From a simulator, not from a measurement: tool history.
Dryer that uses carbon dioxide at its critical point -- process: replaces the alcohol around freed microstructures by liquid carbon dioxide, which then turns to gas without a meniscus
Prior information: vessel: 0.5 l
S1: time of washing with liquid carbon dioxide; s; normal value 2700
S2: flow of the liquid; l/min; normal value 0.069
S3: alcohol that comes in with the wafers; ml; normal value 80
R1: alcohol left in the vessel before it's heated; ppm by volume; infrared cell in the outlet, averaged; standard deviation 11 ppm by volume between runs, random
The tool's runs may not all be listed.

run 1 hour=0 | S1=2700 S2=0.069 S3=80 | R1=1443
run 2 hour=21.3 | S1=2700 S2=0.069 S3=80 | R1=1508
run 3 hour=41.6 | S1=1680 S2=0.069 S3=80 | R1=8556
run 4 hour=56.2 | S1=1680 S2=0.069 S3=29 | R1=3276
-- hour=65.3 inlet filter changed
run 5 hour=66.6 | S1=2700 S2=0.069 S3=80 | R1=863
run 6 hour=86.9 | S1=2700 S2=0.069 S3=80 | R1=895
-- hour=95.9 purifier's bed changed
run 7 hour=100.7 | S1=2700 S2=0.069 S3=80 | R1=733
run 8 hour=117.6 | S1=2700 S2=0.069 S3=80 | R1=764
run 9 hour=139 | S1=3000 S2=0.069 S3=80 | R1=441
run 10 hour=151.8 | S1=3000 S2=0.069 S3=80 | R1=476
run 11 hour=160.9 | S1=3960 S2=0.0777 S3=66 | R1=29
run 12 hour=177.5 | S1=3960 S2=0.0777 S3=66 | R1=46
run 13 hour=194 | S1=1980 S2=0.0918 S3=68 | R1=847
run 14 hour=213.7 | S1=1860 S2=0.0441 S3=68 | R1=14682
run 15 hour=232.4 | S1=2400 S2=0.0937 S3=83 | R1=388
run 16 hour=241.8 | S1=2400 S2=0.0937 S3=83 | R1=388
run 17 hour=260.4 | S1=2400 S2=0.0937 S3=83 | R1=412
run 18 hour=271.6 | S1=2580 S2=0.0937 S3=103 | R1=348

Forecast each of these 3 alternatives for the next run:
run A hour=283.2 | S1=2700 S2=0.0568 S3=80 | R1=?
run B hour=283.2 | S1=2820 S2=0.0531 S3=103 | R1=?
run C hour=283.2 | S1=2400 S2=0.058 S3=41 | R1=?

run=A R1=2824
run=B R1=3991
run=C R1=2069
With the hidden condition removed and each run's random variation left untouched, the same runs would have given:
run=A R1=1790
run=B R1=2570
run=C R1=1359
